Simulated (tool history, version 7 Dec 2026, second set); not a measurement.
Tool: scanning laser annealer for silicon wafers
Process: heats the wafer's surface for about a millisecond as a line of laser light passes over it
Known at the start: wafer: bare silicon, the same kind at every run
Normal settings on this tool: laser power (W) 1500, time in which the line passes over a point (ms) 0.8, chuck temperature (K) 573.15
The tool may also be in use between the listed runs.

run,hour,laser power (W),time in which the line passes over a point (ms),chuck temperature (K),highest temperature of the surface (K)
1,0,1500,0.8,573.15,1279.15
2,11.5,1500,0.8,573.15,1277.15
3,22.5,1500,0.75,573.15,1252.15
4,31.9,1500,0.75,573.15,1252.15
5,42,1500,0.75,573.15,1254.15
6,64,1500,0.8,573.15,1277.15
7,74.3,1500,0.8,573.15,1278.15
8,90.5,1500,0.8,573.15,1275.15
9,101.3,1500,0.8,589.15,1295.15
10,111.5,1500,0.8,589.15,1292.15
11,133.3,1500,0.8,589.15,1290.15
12,155.6,1500,0.8,573.15,1271.15
13,177.6,1500,0.8,573.15,1274.15
14,188.7,1500,0.8,573.15,1270.15
15,210.6,1500,0.8,573.15,1271.15
16,229.4,1500,0.8,573.15,1270.15
17,246.3,1500,0.8,573.15,1272.15
# hour 250.4: laser's power meter calibrated
18,261.4,1500,0.938,573.15,1340.15
19,277.2,1500,0.938,573.15,1339.15
20,290.7,1500,0.938,573.15,1337.15
21,299.9,1500,0.938,573.15,1333.15
22,314,1629,0.964,606.15,1452.15
# hour 320.6: laser's power meter calibrated, once more
23,332.6,1629,0.964,606.15,1455.15
24,352.9,1480,0.8,549.15,1236.15
25,364.2,1380,0.907,556.15,1243.15
26,383.9,1479,0.749,578.15,1235.15
27,398.5,1479,0.749,578.15,1236.15
28,416.4,1614,0.949,566.15,1398.15
29,438.3,1424,0.8,573.15,1227.15
30,457.1,1500,0.613,573.15,1164.15
31,476.4,1500,0.613,573.15,1165.15
32,490.3,1448,0.929,573.15,1301.15
33,512.4,1500,0.8,565.15,1257.15
34,531.6,1500,0.8,565.15,1254.15
35,542.7,1500,0.8,565.15,1257.15
36,559.5,1500,0.8,565.15,1256.15
37,574.9,1500,0.8,565.15,1249.15
38,596.2,1500,0.8,551.15,1239.15
39,607.4,1500,0.578,573.15,1141.15
40,626.8,1549,0.949,564.15,1352.15

4 options for the next run, each taken on its own from the tool as it stands now. Forecast them:
A,640.4,1470,0.806,573.15,?
B,640.4,1500,0.912,597.15,?
C,640.4,1549,0.684,564.15,?
D,640.4,1317,0.567,573.15,?

run,highest temperature of the surface (K)
A,1248.15
B,1341.15
C,1210.15
D,1060.15
Stripped of hidden state, with their random variation kept, the same runs would have yielded:
run,highest temperature of the surface (K)
A,1299.15
B,1397.15
C,1259.15
D,1096.15

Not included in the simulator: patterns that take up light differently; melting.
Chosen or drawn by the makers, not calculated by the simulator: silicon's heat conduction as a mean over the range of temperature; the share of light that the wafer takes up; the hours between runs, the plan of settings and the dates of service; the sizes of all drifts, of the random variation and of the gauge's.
